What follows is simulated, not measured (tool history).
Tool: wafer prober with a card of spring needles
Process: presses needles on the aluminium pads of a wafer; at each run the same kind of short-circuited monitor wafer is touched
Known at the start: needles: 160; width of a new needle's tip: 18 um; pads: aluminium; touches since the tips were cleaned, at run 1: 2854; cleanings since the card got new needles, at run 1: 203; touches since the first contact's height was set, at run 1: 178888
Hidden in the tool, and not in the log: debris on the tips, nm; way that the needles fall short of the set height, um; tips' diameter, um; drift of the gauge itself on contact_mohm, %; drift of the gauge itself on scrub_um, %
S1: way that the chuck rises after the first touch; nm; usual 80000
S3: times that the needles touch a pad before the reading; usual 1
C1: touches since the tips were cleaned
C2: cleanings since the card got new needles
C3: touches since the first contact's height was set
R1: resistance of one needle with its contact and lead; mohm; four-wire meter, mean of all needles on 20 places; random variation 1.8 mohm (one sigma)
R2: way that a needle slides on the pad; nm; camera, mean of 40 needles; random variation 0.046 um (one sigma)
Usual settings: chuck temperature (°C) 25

run 1 day=0 | S1=80000 chuck_temperature_(°C)=25 S3=1 | C1=2854 C2=203 C3=178888 | R1=273 R2=18670
-- day=0.171 tips cleaned on abrasive film
-- day=0.504 tips cleaned on abrasive film
-- day=0.921 tips cleaned on abrasive film
-- day=1.254 tips cleaned on abrasive film
run 2 day=1.258 | S1=80000 chuck_temperature_(°C)=25 S3=1 | C1=15 C2=207 C3=194079 | R1=203 R2=18550
-- day=1.671 tips cleaned on abrasive film
-- day=2.004 tips cleaned on abrasive film
-- day=2.425 tips cleaned on abrasive film
-- day=2.758 tips cleaned on abrasive film
-- day=3.175 tips cleaned on abrasive film
run 3 day=3.204 | S1=80000 chuck_temperature_(°C)=25 S3=1 | C1=353 C2=212 C3=217664 | R1=215 R2=18500
-- day=3.538 tips cleaned on abrasive film
-- day=3.875 tips cleaned on abrasive film
-- day=4.292 tips cleaned on abrasive film
run 4 day=4.479 | S1=80000 chuck_temperature_(°C)=25 S3=1 | C1=2285 C2=215 C3=233102 | R1=274 R2=18520
-- day=4.646 tips cleaned on abrasive film
-- day=5.062 tips cleaned on abrasive film
-- day=5.483 tips cleaned on abrasive film
-- day=5.817 tips cleaned on abrasive film
-- day=5.829 height of the first contact set anew
-- day=6.162 tips cleaned on abrasive film
-- day=6.5 tips cleaned on abrasive film
run 5 day=6.521 | S1=80000 chuck_temperature_(°C)=25 S3=1 | C1=275 C2=221 C3=8369 | R1=220 R2=18980
-- day=6.854 tips cleaned on abrasive film
-- day=7.192 tips cleaned on abrasive film
-- day=7.608 tips cleaned on abrasive film
-- day=7.942 tips cleaned on abrasive film
-- day=8.358 tips cleaned on abrasive film
run 6 day=8.608 | S1=80000 chuck_temperature_(°C)=25 S3=3 | C1=3043 C2=226 C3=33668 | R1=225 R2=18920
-- day=8.7 tips cleaned on abrasive film
-- day=9.117 tips cleaned on abrasive film
-- day=9.45 tips cleaned on abrasive film
-- day=9.867 tips cleaned on abrasive film
run 7 day=10.033 | S1=71000 chuck_temperature_(°C)=25 S3=3 | C1=2050 C2=230 C3=50939 | R1=231 R2=16810
-- day=10.204 tips cleaned on abrasive film
-- day=10.538 tips cleaned on abrasive film
-- day=10.871 tips cleaned on abrasive film
-- day=11.208 tips cleaned on abrasive film
run 8 day=11.396 | S1=88000 chuck_temperature_(°C)=25 S3=1 | C1=2291 C2=234 C3=67385 | R1=262 R2=20720
-- day=11.562 tips cleaned on abrasive film
-- day=11.9 tips cleaned on abrasive film
-- day=12.317 tips cleaned on abrasive film
run 9 day=12.367 | S1=82000 chuck_temperature_(°C)=36 S3=2 | C1=610 C2=237 C3=79126 | R1=214 R2=19320
-- day=12.7 tips cleaned on abrasive film
-- day=13.033 tips cleaned on abrasive film
-- day=13.371 tips cleaned on abrasive film
-- day=13.788 tips cleaned on abrasive film
-- day=14.121 tips cleaned on abrasive film
run 10 day=14.292 | S1=80000 chuck_temperature_(°C)=29 S3=1 | C1=2058 C2=242 C3=102430 | R1=279 R2=18700
-- day=14.458 tips cleaned on abrasive film
-- day=14.875 tips cleaned on abrasive film
-- day=15.292 tips cleaned on abrasive film
run 11 day=15.329 | S1=84000 chuck_temperature_(°C)=97 S3=3 | C1=430 C2=245 C3=114998 | R1=218 R2=19700
-- day=15.662 tips cleaned on abrasive film
-- day=15.996 tips cleaned on abrasive film
-- day=16.417 tips cleaned on abrasive film
run 12 day=16.55 | S1=93000 chuck_temperature_(°C)=37 S3=1 | C1=1655 C2=248 C3=129803 | R1=245 R2=21790
-- day=16.804 tips cleaned on abrasive film
-- day=17.138 tips cleaned on abrasive film
-- day=17.471 tips cleaned on abrasive film
-- day=17.804 tips cleaned on abrasive film
run 13 day=17.958 | S1=80000 chuck_temperature_(°C)=71 S3=1 | C1=1867 C2=252 C3=146846 | R1=267 R2=18650
-- day=18.212 tips cleaned on abrasive film
-- day=18.546 tips cleaned on abrasive film
-- day=18.879 tips cleaned on abrasive film
run 14 day=19.096 | S1=80000 chuck_temperature_(°C)=71 S3=1 | C1=2620 C2=255 C3=160596 | R1=284 R2=18600

How the hidden state differs across the entries between the runs, from the last listed run before each to the first after it:
Between runs 1 and 2: tips cleaned on abrasive film (day 0.171); tips cleaned on abrasive film (day 0.504); tips cleaned on abrasive film (day 0.921); tips cleaned on abrasive film (day 1.254)
  debris on the tips, nm: 95.6 -> 11.7; way that the needles fall short of the set height, um: 1.69 -> 1.88; tips' diameter, um: 21.17 -> 21.24
  measured less the result without the state, R1: +84 -> +13 mohm; R2: -400 -> -440 nm
Between runs 2 and 3: tips cleaned on abrasive film (day 1.671); tips cleaned on abrasive film (day 2.004); tips cleaned on abrasive film (day 2.425); tips cleaned on abrasive film (day 2.758); tips cleaned on abrasive film (day 3.175)
  debris on the tips, nm: 11.7 -> 26; way that the needles fall short of the set height, um: 1.88 -> 2.15; tips' diameter, um: 21.24 -> 21.33
  measured less the result without the state, R1: +13 -> +26 mohm; R2: -440 -> -510 nm
Between runs 3 and 4: tips cleaned on abrasive film (day 3.538); tips cleaned on abrasive film (day 3.875); tips cleaned on abrasive film (day 4.292)
  debris on the tips, nm: 26 -> 84.4; way that the needles fall short of the set height, um: 2.15 -> 2.32; tips' diameter, um: 21.33 -> 21.39
  measured less the result without the state, R1: +26 -> +79 mohm; R2: -510 -> -550 nm
Between runs 4 and 5: tips cleaned on abrasive film (day 4.646); tips cleaned on abrasive film (day 5.062); tips cleaned on abrasive film (day 5.483); tips cleaned on abrasive film (day 5.817); height of the first contact set anew (day 5.829); tips cleaned on abrasive film (day 6.162); tips cleaned on abrasive film (day 6.5)
  debris on the tips, nm: 84.4 -> 25.3; way that the needles fall short of the set height, um: 2.32 -> 0.1; tips' diameter, um: 21.39 -> 21.49
  measured less the result without the state, R1: +79 -> +24 mohm; R2: -550 -> -30 nm
Between runs 5 and 6: tips cleaned on abrasive film (day 6.854); tips cleaned on abrasive film (day 7.192); tips cleaned on abrasive film (day 7.608); tips cleaned on abrasive film (day 7.942); tips cleaned on abrasive film (day 8.358)
  debris on the tips, nm: 25.3 -> 107.2; way that the needles fall short of the set height, um: 0.1 -> 0.34; tips' diameter, um: 21.49 -> 21.58
  measured less the result without the state, R1: +24 -> +36 mohm; R2: -30 -> -80 nm
Between runs 6 and 7: tips cleaned on abrasive film (day 8.7); tips cleaned on abrasive film (day 9.117); tips cleaned on abrasive film (day 9.45); tips cleaned on abrasive film (day 9.867)
  debris on the tips, nm: 107.2 -> 86.8; way that the needles fall short of the set height, um: 0.34 -> 0.5; tips' diameter, um: 21.58 -> 21.64
  measured less the result without the state, R1: +36 -> +37 mohm; R2: -80 -> -120 nm
Between runs 7 and 8: tips cleaned on abrasive film (day 10.204); tips cleaned on abrasive film (day 10.538); tips cleaned on abrasive film (day 10.871); tips cleaned on abrasive film (day 11.208)
  debris on the tips, nm: 86.8 -> 93.1; way that the needles fall short of the set height, um: 0.5 -> 0.68; tips' diameter, um: 21.64 -> 21.7
  measured less the result without the state, R1: +37 -> +70 mohm; R2: -120 -> -160 nm
Between runs 8 and 9: tips cleaned on abrasive film (day 11.562); tips cleaned on abrasive film (day 11.9); tips cleaned on abrasive film (day 12.317)
  debris on the tips, nm: 93.1 -> 34.3; way that the needles fall short of the set height, um: 0.68 -> 0.81; tips' diameter, um: 21.7 -> 21.74
  measured less the result without the state, R1: +70 -> +19 mohm; R2: -160 -> -190 nm
Between runs 9 and 10: tips cleaned on abrasive film (day 12.7); tips cleaned on abrasive film (day 13.033); tips cleaned on abrasive film (day 13.371); tips cleaned on abrasive film (day 13.788); tips cleaned on abrasive film (day 14.121)
  debris on the tips, nm: 34.3 -> 95.3; way that the needles fall short of the set height, um: 0.81 -> 1.04; tips' diameter, um: 21.74 -> 21.82
  measured less the result without the state, R1: +19 -> +88 mohm; R2: -190 -> -240 nm
Between runs 10 and 11: tips cleaned on abrasive film (day 14.458); tips cleaned on abrasive film (day 14.875); tips cleaned on abrasive film (day 15.292)
  debris on the tips, nm: 95.3 -> 31.7; way that the needles fall short of the set height, um: 1.04 -> 1.17; tips' diameter, um: 21.82 -> 21.87
  measured less the result without the state, R1: +88 -> +12 mohm; R2: -240 -> -280 nm
Between runs 11 and 12: tips cleaned on abrasive film (day 15.662); tips cleaned on abrasive film (day 15.996); tips cleaned on abrasive film (day 16.417)
  debris on the tips, nm: 31.7 -> 76.8; way that the needles fall short of the set height, um: 1.17 -> 1.32; tips' diameter, um: 21.87 -> 21.92
  measured less the result without the state, R1: +12 -> +54 mohm; R2: -280 -> -310 nm
Between runs 12 and 13: tips cleaned on abrasive film (day 16.804); tips cleaned on abrasive film (day 17.138); tips cleaned on abrasive film (day 17.471); tips cleaned on abrasive film (day 17.804)
  debris on the tips, nm: 76.8 -> 71.7; way that the needles fall short of the set height, um: 1.32 -> 1.51; tips' diameter, um: 21.92 -> 21.99
  measured less the result without the state, R1: +54 -> +65 mohm; R2: -310 -> -360 nm
Between runs 13 and 14: tips cleaned on abrasive film (day 18.212); tips cleaned on abrasive film (day 18.546); tips cleaned on abrasive film (day 18.879)
  debris on the tips, nm: 71.7 -> 92.8; way that the needles fall short of the set height, um: 1.51 -> 1.66; tips' diameter, um: 21.99 -> 22.04
  measured less the result without the state, R1: +65 -> +83 mohm; R2: -360 -> -390 nm

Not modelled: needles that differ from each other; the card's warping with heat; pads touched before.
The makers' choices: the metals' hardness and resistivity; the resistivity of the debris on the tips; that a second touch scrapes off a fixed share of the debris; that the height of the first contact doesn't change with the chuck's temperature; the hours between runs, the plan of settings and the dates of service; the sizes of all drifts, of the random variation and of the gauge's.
